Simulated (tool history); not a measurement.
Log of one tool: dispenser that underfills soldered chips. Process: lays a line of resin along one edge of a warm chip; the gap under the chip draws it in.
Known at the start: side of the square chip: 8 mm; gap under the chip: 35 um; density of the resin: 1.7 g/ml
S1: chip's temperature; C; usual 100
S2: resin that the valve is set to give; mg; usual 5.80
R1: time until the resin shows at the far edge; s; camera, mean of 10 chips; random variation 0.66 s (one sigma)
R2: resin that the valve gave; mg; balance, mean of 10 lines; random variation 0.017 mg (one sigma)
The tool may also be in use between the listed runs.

run	hour	S1	S2	R1	R2
1	0.0	100	5.80	61.1	5.73
2	7.2	100	5.80	84.2	5.73
# hour 9.5: new syringe of resin
3	14.3	100	5.80	72.2	5.70
# hour 21.2: new syringe of resin
4	27.0	100	6.48	73.3	6.34
# hour 32.7: new syringe of resin
5	36.2	100	6.48	66.8	6.33
# hour 43.9: new syringe of resin
6	51.7	100	5.80	77.9	5.61
# hour 55.5: new syringe of resin
7	60.4	100	5.80	71.4	5.59
# hour 66.7: new syringe of resin
8	68.7	100	5.80	62.4	5.62
# hour 77.2: new syringe of resin
9	79.4	100	5.80	64.6	5.53
10	86.6	100	5.80	89.4	5.58
# hour 88.0: new syringe of resin
# hour 92.5: dispensing valve cleaned and set on the balance
# hour 99.8: new syringe of resin
11	102.5	100	5.80	64.4	5.78
# hour 111.0: new syringe of resin
12	111.4	100	5.80	57.6	5.74
# hour 121.6: new syringe of resin
13	123.1	100	5.52	62.8	5.44
# hour 133.1: new syringe of resin
14	134.6	100	5.52	61.9	5.43
# hour 144.4: new syringe of resin
15	145.1	100	5.52	58.6	5.42
# hour 155.0: new syringe of resin
16	158.1	100	5.41	67.1	5.29
# hour 166.0: new syringe of resin
17	174.6	98	7.00	87.5	6.76
# hour 177.2: new syringe of resin
# hour 188.0: new syringe of resin
18	189.9	94	5.46	82.6	5.25
# hour 198.9: new syringe of resin
19	205.1	100	6.44	73.9	6.17
# hour 209.4: new syringe of resin
# hour 210.4: dispensing valve cleaned and set on the balance
20	219.3	94	5.66	106.1	5.65
# hour 220.9: new syringe of resin
21	226.7	94	5.66	95.7	5.64
# hour 231.5: new syringe of resin
22	236.0	94	5.66	89.3	5.62
# hour 242.1: new syringe of resin
23	243.9	88	6.55	102.8	6.49
# hour 253.1: new syringe of resin
24	253.1	102	6.84	51.7	6.75
# hour 263.7: new syringe of resin
25	268.0	102	4.97	63.4	4.89
# hour 275.1: new syringe of resin
26	282.1	97	7.36	85.2	7.17
# hour 286.9: new syringe of resin
27	294.9	101	6.58	77.7	6.36
# hour 297.7: new syringe of resin
28	307.3	101	6.58	80.5	6.34
# hour 308.9: new syringe of resin
# hour 319.3: new syringe of resin
29	320.0	88	5.85	98.7	5.59

4 ways to go on from here, each from the tool as it stands after run 29. What would each give?
# hour 328.1: dispensing valve cleaned and set on the balance
A	328.8	100	6.04	?	?
# hour 328.1: dispensing valve cleaned and set on the balance
B	328.8	100	7.39	?	?
# hour 328.1: dispensing valve cleaned and set on the balance
C	328.8	106	5.85	?	?
# hour 328.1: dispensing valve cleaned and set on the balance
D	328.8	91	7.08	?	?

run	R1	R2
A	81.2	6.04
B	78.4	7.37
C	63.1	5.85
D	116.4	7.11
Without the tool's hidden state the same runs would have given:
run	R1	R2
A	59.7	6.03
B	57.4	7.36
C	46.2	5.84
D	85.6	7.10
